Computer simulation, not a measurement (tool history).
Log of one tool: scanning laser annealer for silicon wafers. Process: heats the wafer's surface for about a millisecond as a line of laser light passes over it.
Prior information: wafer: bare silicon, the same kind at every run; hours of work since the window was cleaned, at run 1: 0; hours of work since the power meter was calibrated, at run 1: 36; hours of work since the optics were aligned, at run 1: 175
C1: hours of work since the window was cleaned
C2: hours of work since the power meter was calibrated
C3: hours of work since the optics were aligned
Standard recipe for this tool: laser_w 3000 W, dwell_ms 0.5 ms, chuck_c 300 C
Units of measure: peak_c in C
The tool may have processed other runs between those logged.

{"run": 1, "day": 0.0, "laser_w": 3000, "dwell_ms": 0.5, "chuck_c": 300, "C1": 0, "C2": 36, "C3": 175, "peak_c": 1022.3}
{"run": 2, "day": 0.875, "laser_w": 3000, "dwell_ms": 0.5, "chuck_c": 300, "C1": 15, "C2": 50, "C3": 190, "peak_c": 1020.5}
{"run": 3, "day": 1.396, "laser_w": 3000, "dwell_ms": 0.5, "chuck_c": 300, "C1": 23, "C2": 59, "C3": 199, "peak_c": 1021.3}
{"run": 4, "day": 2.596, "laser_w": 3000, "dwell_ms": 0.5, "chuck_c": 300, "C1": 43, "C2": 79, "C3": 219, "peak_c": 1021.1}
{"run": 5, "day": 3.742, "laser_w": 3000, "dwell_ms": 0.5, "chuck_c": 300, "C1": 63, "C2": 98, "C3": 238, "peak_c": 1021.6}
{"run": 6, "day": 4.454, "laser_w": 3000, "dwell_ms": 0.5, "chuck_c": 300, "C1": 75, "C2": 110, "C3": 250, "peak_c": 1019.7}
{"run": 7, "day": 5.112, "laser_w": 3000, "dwell_ms": 0.5, "chuck_c": 300, "C1": 86, "C2": 121, "C3": 261, "peak_c": 1019.3}
{"run": 8, "day": 5.888, "laser_w": 3174, "dwell_ms": 0.5, "chuck_c": 300, "C1": 99, "C2": 134, "C3": 274, "peak_c": 1061.2}
{"run": 9, "day": 6.771, "laser_w": 3174, "dwell_ms": 0.5, "chuck_c": 300, "C1": 113, "C2": 149, "C3": 289, "peak_c": 1060.3}
{"run": 10, "day": 7.488, "laser_w": 3193, "dwell_ms": 0.5, "chuck_c": 300, "C1": 125, "C2": 161, "C3": 301, "peak_c": 1064.7}
{"run": 11, "day": 8.304, "laser_w": 3193, "dwell_ms": 0.5, "chuck_c": 300, "C1": 139, "C2": 175, "C3": 314, "peak_c": 1064.4}
{"run": 12, "day": 9.333, "laser_w": 3000, "dwell_ms": 0.5, "chuck_c": 300, "C1": 156, "C2": 192, "C3": 331, "peak_c": 1020.6}
{"run": 13, "day": 10.588, "laser_w": 3000, "dwell_ms": 0.5, "chuck_c": 300, "C1": 177, "C2": 213, "C3": 352, "peak_c": 1018.7}
{"run": 14, "day": 11.579, "laser_w": 3000, "dwell_ms": 0.5, "chuck_c": 300, "C1": 194, "C2": 230, "C3": 369, "peak_c": 1018.8}
{"run": 15, "day": 12.242, "laser_w": 3000, "dwell_ms": 0.5, "chuck_c": 300, "C1": 205, "C2": 241, "C3": 380, "peak_c": 1019.1}
{"run": 16, "day": 13.462, "laser_w": 3000, "dwell_ms": 0.5, "chuck_c": 300, "C1": 225, "C2": 261, "C3": 401, "peak_c": 1017.5}
{"run": 17, "day": 14.654, "laser_w": 3000, "dwell_ms": 0.5, "chuck_c": 300, "C1": 245, "C2": 281, "C3": 421, "peak_c": 1019}
{"run": 18, "day": 15.588, "laser_w": 3000, "dwell_ms": 0.425, "chuck_c": 300, "C1": 261, "C2": 297, "C3": 436, "peak_c": 966.7}
{"run": 19, "day": 16.617, "laser_w": 3000, "dwell_ms": 0.425, "chuck_c": 300, "C1": 278, "C2": 314, "C3": 453, "peak_c": 967.2}
{"run": 20, "day": 17.408, "laser_w": 3000, "dwell_ms": 0.443, "chuck_c": 300, "C1": 291, "C2": 327, "C3": 467, "peak_c": 979.7}
{"run": 21, "day": 18.079, "laser_w": 3000, "dwell_ms": 0.443, "chuck_c": 300, "C1": 302, "C2": 338, "C3": 478, "peak_c": 979.9}
{"run": 22, "day": 19.254, "laser_w": 3000, "dwell_ms": 0.443, "chuck_c": 300, "C1": 322, "C2": 358, "C3": 497, "peak_c": 978.7}
{"run": 23, "day": 19.821, "laser_w": 3000, "dwell_ms": 0.558, "chuck_c": 340, "C1": 332, "C2": 368, "C3": 507, "peak_c": 1092.7}
{"run": 24, "day": 20.867, "laser_w": 2776, "dwell_ms": 0.387, "chuck_c": 329, "C1": 349, "C2": 385, "C3": 524, "peak_c": 921.6}
{"run": 25, "day": 21.904, "laser_w": 3041, "dwell_ms": 0.547, "chuck_c": 306, "C1": 366, "C2": 402, "C3": 542, "peak_c": 1061.8}
{"run": 26, "day": 22.512, "laser_w": 3041, "dwell_ms": 0.549, "chuck_c": 294, "C1": 377, "C2": 413, "C3": 552, "peak_c": 1052.9}
{"run": 27, "day": 23.217, "laser_w": 3041, "dwell_ms": 0.549, "chuck_c": 294, "C1": 388, "C2": 424, "C3": 564, "peak_c": 1051.5}
{"run": 28, "day": 24.296, "laser_w": 3041, "dwell_ms": 0.448, "chuck_c": 281, "C1": 407, "C2": 442, "C3": 582, "peak_c": 971.8}
{"run": 29, "day": 24.908, "laser_w": 3041, "dwell_ms": 0.448, "chuck_c": 281, "C1": 417, "C2": 453, "C3": 592, "peak_c": 971.7}
{"run": 30, "day": 25.721, "laser_w": 2570, "dwell_ms": 0.579, "chuck_c": 264, "C1": 430, "C2": 466, "C3": 606, "peak_c": 922.2}
{"run": 31, "day": 26.421, "laser_w": 2570, "dwell_ms": 0.484, "chuck_c": 264, "C1": 442, "C2": 478, "C3": 617, "peak_c": 872.8}
{"run": 32, "day": 27.358, "laser_w": 2570, "dwell_ms": 0.484, "chuck_c": 264, "C1": 458, "C2": 494, "C3": 633, "peak_c": 873.1}
{"run": 33, "day": 28.2, "laser_w": 2570, "dwell_ms": 0.484, "chuck_c": 264, "C1": 472, "C2": 508, "C3": 647, "peak_c": 872.3}
{"run": 34, "day": 28.796, "laser_w": 2992, "dwell_ms": 0.539, "chuck_c": 288, "C1": 482, "C2": 518, "C3": 657, "peak_c": 1027}
{"run": 35, "day": 29.758, "laser_w": 2992, "dwell_ms": 0.539, "chuck_c": 288, "C1": 498, "C2": 534, "C3": 673, "peak_c": 1026}
{"run": 36, "day": 30.467, "laser_w": 2699, "dwell_ms": 0.392, "chuck_c": 338, "C1": 510, "C2": 546, "C3": 685, "peak_c": 916.4}
{"run": 37, "day": 31.308, "laser_w": 3021, "dwell_ms": 0.508, "chuck_c": 338, "C1": 524, "C2": 560, "C3": 699, "peak_c": 1063}
{"run": 38, "day": 32.062, "laser_w": 3000, "dwell_ms": 0.497, "chuck_c": 278, "C1": 536, "C2": 572, "C3": 712, "peak_c": 991.4}
{"run": 39, "day": 33.15, "laser_w": 3000, "dwell_ms": 0.618, "chuck_c": 283, "C1": 555, "C2": 591, "C3": 730, "peak_c": 1069.8}

Each row is a separate what-if for the run after 39, all from the same tool condition, not one after another. Results?
{"run": "A", "day": 33.825, "laser_w": 2575, "dwell_ms": 0.412, "chuck_c": 300, "C1": 566, "C2": 602, "C3": 741, "peak_c": "?"}
{"run": "B", "day": 33.825, "laser_w": 2581, "dwell_ms": 0.5, "chuck_c": 273, "C1": 566, "C2": 602, "C3": 741, "peak_c": "?"}
{"run": "C", "day": 33.825, "laser_w": 3000, "dwell_ms": 0.55, "chuck_c": 300, "C1": 566, "C2": 602, "C3": 741, "peak_c": "?"}
{"run": "D", "day": 33.825, "laser_w": 2849, "dwell_ms": 0.483, "chuck_c": 301, "C1": 566, "C2": 602, "C3": 741, "peak_c": "?"}

run=A peak_c=865.6
run=B peak_c=892.2
run=C peak_c=1046.1
run=D peak_c=970.4
Take away the tool's hidden state, keep each run's random variation, and the runs would have read:
run=A peak_c=872
run=B peak_c=899.1
run=C peak_c=1054.5
run=D peak_c=978

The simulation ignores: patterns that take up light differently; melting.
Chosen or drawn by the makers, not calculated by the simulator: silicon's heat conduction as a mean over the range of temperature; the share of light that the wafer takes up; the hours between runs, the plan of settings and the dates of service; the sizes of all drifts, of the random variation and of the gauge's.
